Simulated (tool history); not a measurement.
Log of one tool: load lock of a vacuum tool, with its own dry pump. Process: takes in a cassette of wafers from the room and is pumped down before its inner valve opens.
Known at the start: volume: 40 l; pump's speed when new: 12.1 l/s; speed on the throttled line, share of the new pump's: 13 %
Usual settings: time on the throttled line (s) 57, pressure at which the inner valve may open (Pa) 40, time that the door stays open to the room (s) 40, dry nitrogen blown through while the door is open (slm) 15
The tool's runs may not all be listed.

run    hour  time on the throttled line (s)  pressure at which the inner valve may open (Pa)  time that the door stays open to the room (s)  dry nitrogen blown through while the door is open (slm)  incoming humidity of the room's air, %  time from the closed door until the inner valve may open (s)  rise of the pressure with all valves shut (Pa/min)
  1       0                              57                                               40                                             40                                                       15                                    45.1                                                          75.5                                               0.035
  2   420.8                              57                                               34                                             40                                                       15                                    42.1                                                          75.6                                               0.034
  3   694.2                              57                                               75                                             40                                                       15                                    43.2                                                          73.2                                               0.037
  4  1158.1                              57                                               75                                             40                                                       15                                    47.1                                                          73.4                                               0.039
  5  1485.5                              57                                               40                                             40                                                       15                                    49.7                                                          74.6                                               0.046
  6  1985.6                              57                                               40                                             40                                                       15                                    45.7                                                          75.7                                               0.044
  7  2244.8                              57                                               40                                             40                                                       14                                    46.6                                                          75.5                                               0.044
  8    2701                              49                                               40                                             40                                                       15                                    46.4                                                          67.4                                                0.04
  9  2976.6                              57                                               40                                             40                                                       19                                    45.7                                                          75.1                                               0.035
 10  3271.6                              57                                               40                                             40                                                       15                                    42.6                                                          75.7                                                0.04
 11    3499                              57                                               40                                             40                                                       15                                    46.4                                                          74.2                                               0.044
 12  3833.2                              57                                               40                                             40                                                       15                                    44.3                                                          75.7                                               0.041
 13  4199.2                              57                                               40                                             40                                                       15                                    46.8                                                          74.9                                               0.045
 14  4682.2                              57                                               40                                             29                                                       15                                      44                                                            75                                               0.032
 15  5114.3                              57                                               57                                             49                                                       15                                    42.4                                                          74.5                                               0.041
 16  5404.8                              90                                               71                                             40                                                       15                                    43.4                                                         102.1                                               0.038
 17  5880.3                              79                                               53                                            207                                                       15                                    46.6                                                          93.1                                               0.125
 18    6191                              57                                               33                                            221                                                        8                                    42.1                                                          75.4                                               0.141
     6271.6  -- door's seal changed, seat wiped
 19  6552.3                              57                                               76                                             66                                                       12                                      45                                                          72.7                                               0.056
 20  6809.2                              57                                               76                                             66                                                       12                                    46.2                                                          72.8                                               0.063
 21  7105.5                              57                                               33                                             40                                                       10                                    43.1                                                            76                                               0.047
 22  7401.9                              75                                               33                                             98                                                       15                                      44                                                          91.3                                               0.073
 23  7671.1                              57                                               40                                            208                                                        7                                    43.1                                                          75.7                                               0.152
 24  8164.6                              57                                               40                                            208                                                        7                                    45.7                                                          74.8                                                0.16
 25  8550.2                             107                                               65                                            151                                                       31                                    45.5                                                           117                                               0.076
 26    8910                              49                                               40                                            134                                                       15                                      45                                                          68.6                                               0.089
 27  9116.2                              49                                               40                                             42                                                       15                                    40.3                                                          69.1                                               0.037
 28  9540.5                              33                                               40                                             40                                                       11                                    43.8                                                          54.6                                               0.047

Forecast each of these 5 alternatives for the next run:
  A  9756.6                              33                                               40                                             40                                                        8                                    44.4                                                             ?                                                   ?
  B  9756.6                              80                                               40                                             40                                                        4                                    48.1                                                             ?                                                   ?
  C  9756.6                              29                                               40                                             74                                                       19                                    45.7                                                             ?                                                   ?
  D  9756.6                              36                                               51                                             56                                                       15                                      44                                                             ?                                                   ?
  E  9756.6                              57                                               40                                             40                                                        9                                    43.6                                                             ?                                                   ?

run  time from the closed door until the inner valve may open (s)  rise of the pressure with all valves shut (Pa/min)
  A                                                          54.9                                               0.044
  B                                                            95                                               0.062
  C                                                          50.8                                               0.055
  D                                                          56.2                                               0.051
  E                                                            75                                               0.038
Without the tool's hidden state the same runs would have given:
run  time from the closed door until the inner valve may open (s)  rise of the pressure with all valves shut (Pa/min)
  A                                                          54.9                                               0.044
  B                                                            95                                               0.062
  C                                                          50.8                                               0.054
  D                                                          56.2                                                0.05
  E                                                            75                                               0.037

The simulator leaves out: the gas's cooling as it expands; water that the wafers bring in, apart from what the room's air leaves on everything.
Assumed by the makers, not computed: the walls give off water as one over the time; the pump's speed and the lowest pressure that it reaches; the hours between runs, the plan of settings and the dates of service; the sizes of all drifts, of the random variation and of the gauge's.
